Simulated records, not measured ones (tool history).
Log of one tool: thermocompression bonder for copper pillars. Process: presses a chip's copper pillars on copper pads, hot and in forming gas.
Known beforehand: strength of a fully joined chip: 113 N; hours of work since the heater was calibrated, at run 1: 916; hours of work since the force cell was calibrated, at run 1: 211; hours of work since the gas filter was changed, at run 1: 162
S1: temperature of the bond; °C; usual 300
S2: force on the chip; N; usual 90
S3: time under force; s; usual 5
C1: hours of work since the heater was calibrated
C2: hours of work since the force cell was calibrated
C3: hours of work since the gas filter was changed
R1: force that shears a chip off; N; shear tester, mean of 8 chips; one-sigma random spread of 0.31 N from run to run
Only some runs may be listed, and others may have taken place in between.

run    hour   S1   S2  S3    C1    C2   C3    R1
  1       0  300   90   5   916   211  162  53.2
  2    49.9  300   90  11   952   247  198  67.6
       54.9  -- forming gas filter changed
  3    90.7  300   90  11   981   276   26  70.9
  4   129.9  300  110  11  1009   304   54  79.1
  5     177  300   90   5  1043   338   88  55.4
  6   224.5  300   90   5  1077   372  122  54.5
  7   274.7  300   90   5  1113   409  158  54.5
  8   308.7  300   90   3  1137   433  183    45
      332.4  -- forming gas filter changed
  9   349.8  300   90   5  1167   462   13  56.5
 10   381.4  300   90   5  1189   485   35  56.2
 11   433.3  300   90   5  1227   522   73  55.4
 12   480.8  300   90   5  1261   556  107  55.8
 13   524.6  300   90  12  1292   588  138  72.4
 14   575.7  300   90  12  1329   625  175  72.1
 15   601.9  300   98   5  1348   644  194  57.7
      610.9  -- forming gas filter changed
 16   639.3  275   90   5  1375   670   20  42.3
 17   681.3  275   90   5  1405   700   51  41.8
 18   719.1  300   90   3  1432   728   78  46.9
 19   749.9  300   90   3  1454   750  100  46.3
 20   799.1  300   90   3  1489   785  135  45.7
 21     830  288  112   3  1512   807  158  45.9
 22   860.7  288  112   3  1534   829  180  45.7
      873.5  -- heater calibrated with a thermocouple chip
 23   884.7  307  104   5     8   845  196  55.1
      891.1  -- forming gas filter changed
 24   919.6  300   90   8    33   870   20  56.9
 25   947.7  315   90   3    53   890   41  47.5
 26   990.5  317   76  14    84   921   71  72.3
 27  1042.5  317   76  14   121   958  109  71.9
 28    1094  304   70  12   158   995  146  57.6
 29  1133.8  313   61  13   187  1024  175  59.4
     1170.1  -- forming gas filter changed
 30  1172.3  313   94  13   214  1051    2  77.4
 31  1218.7  289   95   7   248  1085   35  50.5
 32  1261.2  283   64   4   278  1115   66  27.6
     1265.9  -- force cell calibrated
 33  1301.1  294   66   7   306    25   93  43.7
 34  1353.7  313  122   6   344    63  131  71.6
 35  1398.3  308   98   5   376    95  163  57.6
 36  1443.1  316   61   3   408   127  195  37.8
       1450  -- forming gas filter changed
 37  1479.2  316   61   3   434   153   21  39.2
 38    1505  297   61   3   452   172   40  31.3
 39  1553.5  297   61   3   487   207   74  30.7

Entry by entry between the runs, the difference in hidden state between the last listed run before and the first listed run after:
Between runs 2 and 3: forming gas filter changed (hour 54.9)
  true temperature of the bond over the reading, C: 8.1 -> 8.4; force that reaches the chip, % of what is set: 98.3 -> 98.1; oxide that the forming gas leaves, % of the face: 5.03 -> 1.04
  measured value less the no-hidden-state value, R1: +1.3 -> +4.2 N
Between runs 8 and 9: forming gas filter changed (hour 332.4)
  true temperature of the bond over the reading, C: 9.8 -> 10; force that reaches the chip, % of what is set: 97.1 -> 96.9; oxide that the forming gas leaves, % of the face: 4.27 -> 0.86
  measured value less the no-hidden-state value, R1: +2.5 -> +4.6 N
Between runs 15 and 16: forming gas filter changed (hour 610.9)
  true temperature of the bond over the reading, C: 11.5 -> 11.7; force that reaches the chip, % of what is set: 95.6 -> 95.5; oxide that the forming gas leaves, % of the face: 4.59 -> 0.91
  measured value less the no-hidden-state value, R1: +2.8 -> +4.8 N
Between runs 22 and 23: heater calibrated with a thermocouple chip (hour 873.5)
  true temperature of the bond over the reading, C: 13 -> -1.7; force that reaches the chip, % of what is set: 94.4 -> 94.3; oxide that the forming gas leaves, % of the face: 4.24 -> 4.57
  measured value less the no-hidden-state value, R1: +3.5 -> -5.5 N
Between runs 23 and 24: forming gas filter changed (hour 891.1)
  true temperature of the bond over the reading, C: -1.7 -> -1.5; force that reaches the chip, % of what is set: 94.3 -> 94.1; oxide that the forming gas leaves, % of the face: 4.57 -> 0.97
  measured value less the no-hidden-state value, R1: -5.5 -> -3.3 N
Between runs 29 and 30: forming gas filter changed (hour 1170.1)
  true temperature of the bond over the reading, C: -0.2 -> 0; force that reaches the chip, % of what is set: 93.1 -> 92.9; oxide that the forming gas leaves, % of the face: 4.23 -> 0.55
  measured value less the no-hidden-state value, R1: -5 -> -2.7 N
Between runs 32 and 33: force cell calibrated (hour 1265.9)
  true temperature of the bond over the reading, C: 0.5 -> 0.8; force that reaches the chip, % of what is set: 92.5 -> 99.8; oxide that the forming gas leaves, % of the face: 2 -> 2.56
  measured value less the no-hidden-state value, R1: -1.9 -> -0.6 N
Between runs 36 and 37: forming gas filter changed (hour 1450)
  true temperature of the bond over the reading, C: 1.7 -> 1.9; force that reaches the chip, % of what is set: 99.1 -> 98.9; oxide that the forming gas leaves, % of the face: 4.74 -> 0.98
  measured value less the no-hidden-state value, R1: -1.2 -> +0.4 N
